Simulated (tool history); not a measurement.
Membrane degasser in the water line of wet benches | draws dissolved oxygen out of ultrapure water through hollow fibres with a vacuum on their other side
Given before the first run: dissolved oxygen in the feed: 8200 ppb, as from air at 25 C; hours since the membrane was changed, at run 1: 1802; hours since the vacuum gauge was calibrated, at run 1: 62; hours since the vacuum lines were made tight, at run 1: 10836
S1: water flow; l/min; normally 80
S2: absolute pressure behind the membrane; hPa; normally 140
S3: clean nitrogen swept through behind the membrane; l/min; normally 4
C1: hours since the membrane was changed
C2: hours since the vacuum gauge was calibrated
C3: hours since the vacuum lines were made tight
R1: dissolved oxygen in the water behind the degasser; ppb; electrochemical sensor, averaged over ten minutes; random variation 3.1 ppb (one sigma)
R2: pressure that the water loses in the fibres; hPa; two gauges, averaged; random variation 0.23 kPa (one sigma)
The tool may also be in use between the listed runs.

run    hour  S1   S2    S3    C1    C2     C3      R1     R2
  1       0  80  140     4  1802    62  10836   509.2  592.9
  2   132.8  80  312     4  1935   195  10969  1138.9  600.3
  3   274.1  80  312     4  2077   336  11110  1131.8  597.6
  4   408.7  80  312     4  2211   471  11245  1137.2  597.8
  5   584.1  80  312     4  2386   646  11420    1144  595.8
  6   673.3  80  312     4  2476   736  11509  1135.8  596.5
  7   845.7  52  140     4  2648   908  11681   325.9  388.5
  8  1006.8  52  140     4  2809  1069  11843   328.3  388.8
  9  1172.8  52  140     4  2975  1235  12009   327.3  388.5
 10  1314.9  52  140     4  3117  1377  12151   328.3  392.2
 11  1473.6  52  140     4  3276  1536  12309   329.1    395
 12  1557.9  88  319  4.09  3360  1620  12394  1238.9  660.7
 13  1726.7  88  319  4.09  3529  1789  12562  1253.2  663.2
 14  1878.8  88  319  4.09  3681  1941  12715  1247.9  662.8
 15    2053  69  118     4  3855  2115  12889   352.6  518.6
 16  2166.7  69  118     4  3969  2229  13003   354.8  518.8
 17    2273  69  118     4  4075  2335  13109   357.7  518.9
 18  2403.6  66  137     4  4206  2466  13239   406.1  496.2
 19  2592.1  66  137     4  4394  2654  13428   408.9  497.1
 20  2746.2  66  137     4  4549  2808  13582   405.7  500.6
 21  2873.7  66  137     4  4676  2936  13709   408.5  497.2

5 options for the next run, each taken on its own from the tool as it stands now. Forecast them:
  A  2980.4  83  274  4.37  4783  3043  13816   ?   ?
  B  2980.4  98  140  6.56  4783  3043  13816   ?   ?
  C  2980.4  80  140  3.14  4783  3043  13816   ?   ?
  D  2980.4  53  324  2.13  4783  3043  13816   ?   ?
  E  2980.4  66  137  8.38  4783  3043  13816   ?   ?

run     R1     R2
  A  979.6  626.3
  B  452.4  738.7
  C  611.4  604.2
  D   1368  401.3
  E    223  496.8
The same runs, with their run-to-run variation unchanged, on a tool lacking any hidden condition would have given:
run      R1     R2
  A   964.9  610.3
  B   437.4  719.9
  C   598.4  588.8
  D  1352.1    391
  E   215.5  484.1

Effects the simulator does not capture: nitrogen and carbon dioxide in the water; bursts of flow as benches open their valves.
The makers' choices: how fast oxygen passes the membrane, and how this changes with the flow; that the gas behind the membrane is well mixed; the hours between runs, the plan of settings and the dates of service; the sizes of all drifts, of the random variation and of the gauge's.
